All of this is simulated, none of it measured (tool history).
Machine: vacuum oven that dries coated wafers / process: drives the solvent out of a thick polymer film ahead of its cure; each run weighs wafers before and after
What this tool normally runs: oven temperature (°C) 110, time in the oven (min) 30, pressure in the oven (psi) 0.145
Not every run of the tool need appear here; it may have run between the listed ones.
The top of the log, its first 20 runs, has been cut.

run,hour,oven temperature (°C),time in the oven (min),pressure in the oven (psi),solvent left in the film (%)
21,849.4,110,30,0.139,5.44
# hour 874.1: oven's thermocouples calibrated
22,901.9,110,30,0.139,4.51
23,941.6,99,42,0.265,7.26
24,971.4,99,34,0.563,9.38
25,1003.6,99,45,0.447,7.52
26,1053.2,99,45,0.447,7.40
27,1095.3,99,45,0.447,7.53
28,1129.5,99,30,0.371,9.93
29,1168.2,99,30,0.371,9.67
30,1202.1,96,49,0.371,8.11
31,1230.2,116,26,0.136,3.29
32,1280.6,110,30,0.313,4.98
33,1317.8,112,30,0.429,4.62
34,1379.9,112,31,0.400,4.42
35,1433.4,97,30,0.145,10.04
36,1464.5,111,30,0.145,4.31
37,1514.9,110,34,0.145,4.11
38,1568.4,110,34,0.145,4.17
39,1622.0,110,34,0.145,4.11
40,1653.3,109,17,0.099,8.78
41,1681.6,109,42,0.099,3.17
42,1718.0,101,23,0.157,10.07
43,1766.9,101,23,0.157,10.36

Consider 4 possible next runs. They are alternatives, not a sequence: every one starts from the tool as it was left by run 43. What does each give?
A,1819.2,123,50,0.145,?
B,1819.2,111,36,0.222,?
C,1819.2,108,39,0.576,?
D,1819.2,110,15,0.104,?

run,solvent left in the film (%)
A,0.54
B,3.68
C,5.48
D,9.13
Take away the tool's hidden state, keep each run's random variation, and the runs would have read:
run,solvent left in the film (%)
A,0.40
B,3.23
C,4.97
D,8.66

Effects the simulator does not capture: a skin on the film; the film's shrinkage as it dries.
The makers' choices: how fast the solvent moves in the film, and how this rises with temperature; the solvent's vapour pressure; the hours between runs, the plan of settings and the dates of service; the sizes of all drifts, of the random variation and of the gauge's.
